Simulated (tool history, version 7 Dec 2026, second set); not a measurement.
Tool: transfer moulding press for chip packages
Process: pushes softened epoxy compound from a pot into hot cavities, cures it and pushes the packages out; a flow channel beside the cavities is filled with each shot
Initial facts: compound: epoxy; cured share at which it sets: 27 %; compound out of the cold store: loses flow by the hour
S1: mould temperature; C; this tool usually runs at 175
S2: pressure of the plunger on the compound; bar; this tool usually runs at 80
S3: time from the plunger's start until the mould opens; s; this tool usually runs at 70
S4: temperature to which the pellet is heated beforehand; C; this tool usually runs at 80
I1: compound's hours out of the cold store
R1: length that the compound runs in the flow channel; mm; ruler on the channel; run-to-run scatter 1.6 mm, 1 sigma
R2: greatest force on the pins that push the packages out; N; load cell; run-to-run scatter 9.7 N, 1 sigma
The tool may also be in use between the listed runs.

{"run": 1, "hour": 0.0, "S1": 175, "S2": 80, "S3": 70, "S4": 80, "I1": 45.2, "R1": 856, "R2": 632}
{"run": 2, "hour": 10.0, "S1": 175, "S2": 80, "S3": 70, "S4": 80, "I1": 19.3, "R1": 938, "R2": 681}
{"run": 3, "hour": 16.8, "S1": 175, "S2": 80, "S3": 70, "S4": 80, "I1": 30.3, "R1": 904, "R2": 734}
{"run": 4, "hour": 26.6, "S1": 175, "S2": 80, "S3": 70, "S4": 80, "I1": 35, "R1": 885, "R2": 724}
{"run": 5, "hour": 36.6, "S1": 175, "S2": 80, "S3": 70, "S4": 80, "I1": 34.1, "R1": 888, "R2": 732}
{"run": 6, "hour": 43.9, "S1": 175, "S2": 80, "S3": 70, "S4": 80, "I1": 17.4, "R1": 941, "R2": 800}
{"hour": 46.8, "done": "cavities cleaned with cleaning compound and waxed"}
{"run": 7, "hour": 51.4, "S1": 175, "S2": 80, "S3": 70, "S4": 80, "I1": 22, "R1": 926, "R2": 921}
{"run": 8, "hour": 59.1, "S1": 175, "S2": 80, "S3": 70, "S4": 74, "I1": 26.4, "R1": 911, "R2": 916}
{"run": 9, "hour": 64.1, "S1": 175, "S2": 80, "S3": 70, "S4": 80, "I1": 27.6, "R1": 908, "R2": 863}
{"run": 10, "hour": 70.7, "S1": 175, "S2": 80, "S3": 70, "S4": 80, "I1": 17.7, "R1": 938, "R2": 898}
{"run": 11, "hour": 79.3, "S1": 176, "S2": 80, "S3": 70, "S4": 80, "I1": 30.9, "R1": 891, "R2": 885}
{"run": 12, "hour": 86.6, "S1": 176, "S2": 80, "S3": 70, "S4": 80, "I1": 20.3, "R1": 926, "R2": 852}
{"run": 13, "hour": 95.3, "S1": 176, "S2": 81.3, "S3": 70, "S4": 80, "I1": 26.3, "R1": 912, "R2": 872}
{"run": 14, "hour": 99.8, "S1": 176, "S2": 81.3, "S3": 70, "S4": 80, "I1": 28.6, "R1": 904, "R2": 878}
{"hour": 104.9, "done": "cavities cleaned with cleaning compound and waxed, once more"}
{"run": 15, "hour": 110.6, "S1": 177, "S2": 80, "S3": 69, "S4": 80, "I1": 19.5, "R1": 926, "R2": 502}
{"run": 16, "hour": 117.7, "S1": 177, "S2": 99.4, "S3": 57, "S4": 83, "I1": 13.7, "R1": 1048, "R2": 754}
{"run": 17, "hour": 124.0, "S1": 175, "S2": 79.8, "S3": 70, "S4": 88, "I1": 22.7, "R1": 915, "R2": 581}
{"run": 18, "hour": 131.4, "S1": 175, "S2": 60.3, "S3": 93, "S4": 87, "I1": 40.7, "R1": 747, "R2": 521}
{"run": 19, "hour": 139.4, "S1": 175, "S2": 60.3, "S3": 93, "S4": 77, "I1": 14.9, "R1": 818, "R2": 579}
{"run": 20, "hour": 146.0, "S1": 178, "S2": 60.5, "S3": 70, "S4": 80, "I1": 11, "R1": 819, "R2": 681}
{"run": 21, "hour": 155.2, "S1": 171, "S2": 61.5, "S3": 61, "S4": 85, "I1": 8.8, "R1": 854, "R2": 1324}
{"run": 22, "hour": 163.7, "S1": 175, "S2": 80, "S3": 73, "S4": 80, "I1": 33.9, "R1": 878, "R2": 741}
{"run": 23, "hour": 171.7, "S1": 175, "S2": 63.2, "S3": 53, "S4": 80, "I1": 21.4, "R1": 815, "R2": 1369}
{"hour": 181.0, "done": "cavities cleaned with cleaning compound and waxed"}
{"run": 24, "hour": 183.1, "S1": 167, "S2": 60.4, "S3": 69, "S4": 80, "I1": 36.4, "R1": 776, "R2": 748}
{"run": 25, "hour": 190.1, "S1": 167, "S2": 60.4, "S3": 60, "S4": 89, "I1": 16.5, "R1": 833, "R2": 1232}
{"hour": 194.7, "done": "plunger's sealing rings changed"}
{"run": 26, "hour": 200.2, "S1": 168, "S2": 83.3, "S3": 109, "S4": 72, "I1": 39.2, "R1": 939, "R2": 501}
{"run": 27, "hour": 209.8, "S1": 168, "S2": 83.3, "S3": 109, "S4": 72, "I1": 14.1, "R1": 1028, "R2": 555}
{"run": 28, "hour": 214.6, "S1": 175, "S2": 83.3, "S3": 58, "S4": 72, "I1": 31.9, "R1": 939, "R2": 988}

Each row is a separate what-if for the run after 28, all from the same tool condition, not one after another. Results?
{"run": "A", "hour": 221.8, "S1": 179, "S2": 65.8, "S3": 76, "S4": 72, "I1": 22.7, "R1": "?", "R2": "?"}
{"run": "B", "hour": 221.8, "S1": 175, "S2": 61.2, "S3": 97, "S4": 72, "I1": 37.2, "R1": "?", "R2": "?"}
{"run": "C", "hour": 221.8, "S1": 175, "S2": 73.3, "S3": 58, "S4": 72, "I1": 14.1, "R1": "?", "R2": "?"}
{"run": "D", "hour": 221.8, "S1": 175, "S2": 65.7, "S3": 86, "S4": 76, "I1": 13.5, "R1": "?", "R2": "?"}

run=A R1=851 R2=619
run=B R1=789 R2=590
run=C R1=943 R2=1096
run=D R1=887 R2=636
What these runs would have given with no unlogged condition in the tool:
run=A R1=855 R2=402
run=B R1=793 R2=381
run=C R1=947 R2=679
run=D R1=891 R2=412

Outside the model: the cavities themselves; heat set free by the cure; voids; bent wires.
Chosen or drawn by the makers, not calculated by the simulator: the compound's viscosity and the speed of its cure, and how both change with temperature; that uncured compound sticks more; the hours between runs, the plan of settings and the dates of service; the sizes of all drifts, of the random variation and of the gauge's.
